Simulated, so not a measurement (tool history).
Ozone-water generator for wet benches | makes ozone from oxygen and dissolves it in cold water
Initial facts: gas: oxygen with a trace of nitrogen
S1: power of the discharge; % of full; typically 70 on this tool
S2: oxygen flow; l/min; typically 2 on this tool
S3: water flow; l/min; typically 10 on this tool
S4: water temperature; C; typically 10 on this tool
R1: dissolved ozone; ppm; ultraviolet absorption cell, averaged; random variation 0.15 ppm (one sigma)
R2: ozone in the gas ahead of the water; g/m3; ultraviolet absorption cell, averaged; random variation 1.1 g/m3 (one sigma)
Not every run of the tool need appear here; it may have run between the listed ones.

Run 1, day 0: usual settings. Result: R1 16.4 ppm, R2 176.6 g/m3.
Run 2, day 4.521: usual settings. Result: R1 16.4 ppm, R2 174.4 g/m3.
Run 3, day 6.479: usual settings. Result: R1 16.4 ppm, R2 174.5 g/m3.
Run 4, day 10.712: usual settings. Result: R1 16.3 ppm, R2 174.5 g/m3.
Run 5, day 12.979: usual settings but S3 13 l/min. Result: R1 12.4 ppm, R2 174.5 g/m3.
Run 6, day 17.079: usual settings. Result: R1 16.3 ppm, R2 173.9 g/m3.
Run 7, day 21.767: usual settings. Result: R1 15.9 ppm, R2 173.2 g/m3.
Run 8, day 25.475: usual settings but S4 14 C. Result: R1 15.2 ppm, R2 171.6 g/m3.
Run 9, day 28.738: usual settings but S1 77 % of full, S4 14 C. Result: R1 16 ppm, R2 182.9 g/m3.
Run 10, day 30.762: usual settings but S2 2.34 l/min, S4 7 C. Result: R1 16.8 ppm, R2 160.4 g/m3.
Run 11, day 34.488: usual settings but S2 2.23 l/min, S4 13 C. Result: R1 15.5 ppm, R2 162.2 g/m3.
Run 12, day 38.992: usual settings but S1 97 % of full, S2 2.23 l/min, S3 15 l/min, S4 13 C. Result: R1 12.7 ppm, R2 199.9 g/m3.
Run 13, day 42.325: usual settings but S1 41 % of full, S2 2.23 l/min, S3 15 l/min, S4 9 C. Result: R1 7.5 ppm, R2 112.8 g/m3.
Run 14, day 46.271: usual settings but S1 41 % of full, S2 2.23 l/min, S3 15 l/min, S4 9 C. Result: R1 7.5 ppm, R2 113.9 g/m3.
Run 15, day 48.408: usual settings but S1 41 % of full, S2 2.23 l/min, S3 15 l/min, S4 9 C. Result: R1 7.3 ppm, R2 112.4 g/m3.
Run 16, day 52.017: usual settings but S1 41 % of full, S2 2.23 l/min, S3 15 l/min, S4 9 C. Result: R1 7.6 ppm, R2 113.6 g/m3.

Selected run-to-run steps in R1, each split into two signed amounts: the part the tool would show with no hidden state at all (from settings, incoming material and random variation), and the remainder, which goes to the hidden state together with any gauge scatter not common to the measured and the hidden-state-free results:
Hidden state present: yield of the discharge, % of new electrodes'; contactor's efficiency, % of a clean one's; true water temperature over the reading, C; drift of the gauge itself on ozone_ppm, %; drift of the gauge itself on gas_g_m3, %.
Run 12 -> 13: S1 97 -> 41, S4 13 -> 9. R1 -5.2 ppm: hidden state +1.5, all else -6.7.

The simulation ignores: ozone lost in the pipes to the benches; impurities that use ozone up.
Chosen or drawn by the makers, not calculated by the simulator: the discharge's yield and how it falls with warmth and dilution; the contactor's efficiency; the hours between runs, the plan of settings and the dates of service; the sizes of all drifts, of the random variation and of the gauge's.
